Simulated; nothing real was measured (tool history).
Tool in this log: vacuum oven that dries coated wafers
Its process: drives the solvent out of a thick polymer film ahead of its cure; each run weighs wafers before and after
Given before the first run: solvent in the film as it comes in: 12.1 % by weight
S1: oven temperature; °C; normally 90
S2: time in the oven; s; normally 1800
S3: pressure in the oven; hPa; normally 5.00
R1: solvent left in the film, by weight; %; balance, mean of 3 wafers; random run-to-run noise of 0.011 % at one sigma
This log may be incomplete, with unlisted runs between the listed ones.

run,hour,S1,S2,S3,R1
1,0.0,90,1800,5.00,1.59
# hour 12.3: oven's thermocouples calibrated
2,34.2,90,1800,5.00,1.42
3,54.5,90,1800,5.00,1.42
4,78.6,90,1620,5.00,1.73
5,102.8,90,1620,5.00,1.70
6,119.8,90,1800,5.00,1.42
7,142.5,90,1800,5.00,1.42
8,158.8,90,1800,5.00,1.43
9,178.3,90,1800,5.00,1.45
10,206.6,90,1800,5.00,1.43
11,228.7,90,1800,5.00,1.43
# hour 233.0: vacuum gauge cleaned of residue and calibrated
12,254.4,90,1800,9.66,1.59
13,288.7,90,1800,9.66,1.57
14,320.2,97,960,7.61,2.37
15,335.4,97,2040,13.34,0.72
# hour 352.5: vacuum gauge cleaned of residue and calibrated, once more
16,358.2,86,1740,5.00,2.10
17,384.7,86,3060,2.78,0.68
18,405.6,86,3060,2.78,0.68
19,425.1,86,3060,2.78,0.68
20,455.0,90,2520,2.73,0.66
21,470.5,90,1800,7.31,1.51
22,486.8,90,1740,4.94,1.55
23,519.0,91,2340,13.99,0.99
24,537.3,80,960,6.38,5.27

Consider 3 possible next runs. They are alternatives, not a sequence: every one starts from the tool as it was left by run 24. What does each give?
A,568.5,80,960,15.95,?
B,568.5,90,1800,7.37,?
C,568.5,90,1800,7.15,?

run,R1
A,5.52
B,1.51
C,1.53
Stripped of hidden state, with their random variation kept, the same runs would have yielded:
run,R1
A,5.46
B,1.46
C,1.47

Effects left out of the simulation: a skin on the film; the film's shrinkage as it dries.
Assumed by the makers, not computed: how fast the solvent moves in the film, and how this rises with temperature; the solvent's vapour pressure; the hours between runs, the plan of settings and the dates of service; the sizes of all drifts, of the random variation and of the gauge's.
